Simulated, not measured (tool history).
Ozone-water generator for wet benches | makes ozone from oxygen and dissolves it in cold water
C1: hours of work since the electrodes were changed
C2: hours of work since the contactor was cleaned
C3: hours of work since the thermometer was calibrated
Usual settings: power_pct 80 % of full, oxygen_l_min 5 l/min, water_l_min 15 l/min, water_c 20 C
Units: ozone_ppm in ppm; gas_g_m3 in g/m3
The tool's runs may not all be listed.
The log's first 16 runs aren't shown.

{"run": 17, "day": 28.254, "power_pct": 80, "oxygen_l_min": 5, "water_l_min": 15, "water_c": 24, "C1": 2431, "C2": 4665, "C3": 3226, "ozone_ppm": 27.3, "gas_g_m3": 256.8}
{"run": 18, "day": 29.65, "power_pct": 66, "oxygen_l_min": 5, "water_l_min": 11, "water_c": 15, "C1": 2463, "C2": 4697, "C3": 3258, "ozone_ppm": 35, "gas_g_m3": 221.5}
{"run": 19, "day": 31.696, "power_pct": 68, "oxygen_l_min": 8.51, "water_l_min": 14, "water_c": 24, "C1": 2510, "C2": 4744, "C3": 3305, "ozone_ppm": 22.4, "gas_g_m3": 163.8}
{"run": 20, "day": 33.017, "power_pct": 68, "oxygen_l_min": 8.51, "water_l_min": 14, "water_c": 24, "C1": 2541, "C2": 4775, "C3": 3336, "ozone_ppm": 22.5, "gas_g_m3": 163.6}
{"run": 21, "day": 34.558, "power_pct": 68, "oxygen_l_min": 8.51, "water_l_min": 14, "water_c": 24, "C1": 2576, "C2": 4810, "C3": 3371, "ozone_ppm": 22.5, "gas_g_m3": 163.2}
{"run": 22, "day": 36.258, "power_pct": 68, "oxygen_l_min": 8.51, "water_l_min": 14, "water_c": 24, "C1": 2615, "C2": 4850, "C3": 3411, "ozone_ppm": 22.5, "gas_g_m3": 164.2}
{"run": 23, "day": 38.108, "power_pct": 47, "oxygen_l_min": 2.87, "water_l_min": 22, "water_c": 21, "C1": 2658, "C2": 4892, "C3": 3453, "ozone_ppm": 13.3, "gas_g_m3": 229.4}
{"run": 24, "day": 39.7, "power_pct": 82, "oxygen_l_min": 2.81, "water_l_min": 15, "water_c": 20, "C1": 2695, "C2": 4929, "C3": 3490, "ozone_ppm": 30.9, "gas_g_m3": 362.8}
{"run": 25, "day": 42.188, "power_pct": 82, "oxygen_l_min": 6.87, "water_l_min": 10, "water_c": 12, "C1": 2752, "C2": 4987, "C3": 3547, "ozone_ppm": 43.2, "gas_g_m3": 214.2}
{"run": 26, "day": 44.758, "power_pct": 63, "oxygen_l_min": 5, "water_l_min": 12, "water_c": 25, "C1": 2812, "C2": 5046, "C3": 3607, "ozone_ppm": 25.9, "gas_g_m3": 211.7}
{"run": 27, "day": 45.883, "power_pct": 63, "oxygen_l_min": 5, "water_l_min": 12, "water_c": 25, "C1": 2838, "C2": 5072, "C3": 3633, "ozone_ppm": 25.7, "gas_g_m3": 212.1}
{"run": 28, "day": 48.458, "power_pct": 63, "oxygen_l_min": 7.9, "water_l_min": 11, "water_c": 25, "C1": 2897, "C2": 5131, "C3": 3692, "ozone_ppm": 23.9, "gas_g_m3": 160.3}
{"run": 29, "day": 49.496, "power_pct": 65, "oxygen_l_min": 5.38, "water_l_min": 11, "water_c": 19, "C1": 2921, "C2": 5155, "C3": 3716, "ozone_ppm": 30.9, "gas_g_m3": 205.4}
{"run": 30, "day": 51.017, "power_pct": 65, "oxygen_l_min": 7.38, "water_l_min": 11, "water_c": 20, "C1": 2956, "C2": 5190, "C3": 3751, "ozone_ppm": 28.2, "gas_g_m3": 171.2}
{"run": 31, "day": 53.125, "power_pct": 65, "oxygen_l_min": 3.12, "water_l_min": 12, "water_c": 20, "C1": 3005, "C2": 5239, "C3": 3800, "ozone_ppm": 30.3, "gas_g_m3": 282.7}
{"run": 32, "day": 54.996, "power_pct": 65, "oxygen_l_min": 6.72, "water_l_min": 9, "water_c": 14, "C1": 3048, "C2": 5282, "C3": 3843, "ozone_ppm": 37.1, "gas_g_m3": 181.2}

5 ways to go on from here, each from the tool as it stands after run 32. What would each give?
{"run": "A", "day": 56.638, "power_pct": 57, "oxygen_l_min": 6.72, "water_l_min": 21, "water_c": 14, "C1": 3086, "C2": 5320, "C3": 3881, "ozone_ppm": "?", "gas_g_m3": "?"}
{"run": "B", "day": 56.638, "power_pct": 80, "oxygen_l_min": 5, "water_l_min": 20, "water_c": 20, "C1": 3086, "C2": 5320, "C3": 3881, "ozone_ppm": "?", "gas_g_m3": "?"}
{"run": "C", "day": 56.638, "power_pct": 65, "oxygen_l_min": 6.72, "water_l_min": 17, "water_c": 14, "C1": 3086, "C2": 5320, "C3": 3881, "ozone_ppm": "?", "gas_g_m3": "?"}
{"run": "D", "day": 56.638, "power_pct": 80, "oxygen_l_min": 2.81, "water_l_min": 12, "water_c": 20, "C1": 3086, "C2": 5320, "C3": 3881, "ozone_ppm": "?", "gas_g_m3": "?"}
{"run": "E", "day": 56.638, "power_pct": 68, "oxygen_l_min": 3.11, "water_l_min": 12, "water_c": 20, "C1": 3086, "C2": 5320, "C3": 3881, "ozone_ppm": "?", "gas_g_m3": "?"}

run=A ozone_ppm=17.7 gas_g_m3=162.7
run=B ozone_ppm=22.5 gas_g_m3=250.8
run=C ozone_ppm=23.5 gas_g_m3=179.1
run=D ozone_ppm=35.9 gas_g_m3=356.5
run=E ozone_ppm=32 gas_g_m3=294
Without the tool's hidden state the same runs would have given:
run=A ozone_ppm=20.4 gas_g_m3=172.4
run=B ozone_ppm=26.3 gas_g_m3=270.9
run=C ozone_ppm=27 gas_g_m3=191.2
run=D ozone_ppm=41.2 gas_g_m3=384.9
run=E ozone_ppm=36.4 gas_g_m3=314.6

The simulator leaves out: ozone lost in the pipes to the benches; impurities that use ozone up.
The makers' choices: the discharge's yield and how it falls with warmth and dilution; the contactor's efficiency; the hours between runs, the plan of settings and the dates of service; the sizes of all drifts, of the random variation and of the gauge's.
